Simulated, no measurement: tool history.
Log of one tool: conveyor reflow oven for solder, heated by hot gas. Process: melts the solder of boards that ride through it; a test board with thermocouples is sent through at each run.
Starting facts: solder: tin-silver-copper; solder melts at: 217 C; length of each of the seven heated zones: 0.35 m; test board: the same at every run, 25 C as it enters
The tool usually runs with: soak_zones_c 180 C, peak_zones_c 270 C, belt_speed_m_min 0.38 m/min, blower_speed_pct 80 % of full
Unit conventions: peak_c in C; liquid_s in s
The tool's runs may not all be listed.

run 1 hour=0 | soak_zones_c=180 peak_zones_c=270 belt_speed_m_min=0.38 blower_speed_pct=80 | peak_c=258.3 liquid_s=93.3
run 2 hour=43.1 | soak_zones_c=180 peak_zones_c=270 belt_speed_m_min=0.38 blower_speed_pct=80 | peak_c=258 liquid_s=93.2
run 3 hour=84.3 | soak_zones_c=180 peak_zones_c=270 belt_speed_m_min=0.38 blower_speed_pct=80 | peak_c=258.7 liquid_s=92.8
run 4 hour=110 | soak_zones_c=180 peak_zones_c=270 belt_speed_m_min=0.38 blower_speed_pct=80 | peak_c=258.2 liquid_s=92.7
run 5 hour=143.3 | soak_zones_c=180 peak_zones_c=270 belt_speed_m_min=0.38 blower_speed_pct=71 | peak_c=257.1 liquid_s=91.6
-- hour=172.3 flux residue cleaned out of gas plates and filters
run 6 hour=174.7 | soak_zones_c=180 peak_zones_c=270 belt_speed_m_min=0.38 blower_speed_pct=84 | peak_c=260 liquid_s=94.5
run 7 hour=203.1 | soak_zones_c=180 peak_zones_c=270 belt_speed_m_min=0.38 blower_speed_pct=54 | peak_c=252.9 liquid_s=86.6
run 8 hour=228.6 | soak_zones_c=180 peak_zones_c=270 belt_speed_m_min=0.38 blower_speed_pct=54 | peak_c=253.4 liquid_s=86.7
run 9 hour=265.9 | soak_zones_c=180 peak_zones_c=275 belt_speed_m_min=0.38 blower_speed_pct=80 | peak_c=263.8 liquid_s=97.4
run 10 hour=289.7 | soak_zones_c=180 peak_zones_c=275 belt_speed_m_min=0.38 blower_speed_pct=80 | peak_c=263.7 liquid_s=97.2
run 11 hour=314.8 | soak_zones_c=180 peak_zones_c=275 belt_speed_m_min=0.38 blower_speed_pct=80 | peak_c=263.7 liquid_s=97.1
run 12 hour=359.8 | soak_zones_c=180 peak_zones_c=275 belt_speed_m_min=0.38 blower_speed_pct=80 | peak_c=263.4 liquid_s=97.3
run 13 hour=387.8 | soak_zones_c=180 peak_zones_c=275 belt_speed_m_min=0.38 blower_speed_pct=80 | peak_c=264.1 liquid_s=97.3
run 14 hour=419.1 | soak_zones_c=180 peak_zones_c=275 belt_speed_m_min=0.38 blower_speed_pct=80 | peak_c=263.6 liquid_s=97
run 15 hour=443 | soak_zones_c=180 peak_zones_c=270 belt_speed_m_min=0.38 blower_speed_pct=80 | peak_c=259.5 liquid_s=93.8
run 16 hour=482.1 | soak_zones_c=180 peak_zones_c=270 belt_speed_m_min=0.38 blower_speed_pct=80 | peak_c=259.4 liquid_s=93.7
run 17 hour=524.2 | soak_zones_c=170 peak_zones_c=260 belt_speed_m_min=0.355 blower_speed_pct=80 | peak_c=250.7 liquid_s=87.6

For run 18, what comes out?
-- hour=550.4 flux residue cleaned out of gas plates and filters
run 18 hour=550.4 | soak_zones_c=170 peak_zones_c=266 belt_speed_m_min=0.306 blower_speed_pct=80 | peak_c=? liquid_s=?

Run 18 gave peak_c 259.8 C, liquid_s 114.9 s.
Were there no unlogged condition in the tool, this run, its random variation unchanged, would have produced peak_c 259 C, liquid_s 113.4 s.

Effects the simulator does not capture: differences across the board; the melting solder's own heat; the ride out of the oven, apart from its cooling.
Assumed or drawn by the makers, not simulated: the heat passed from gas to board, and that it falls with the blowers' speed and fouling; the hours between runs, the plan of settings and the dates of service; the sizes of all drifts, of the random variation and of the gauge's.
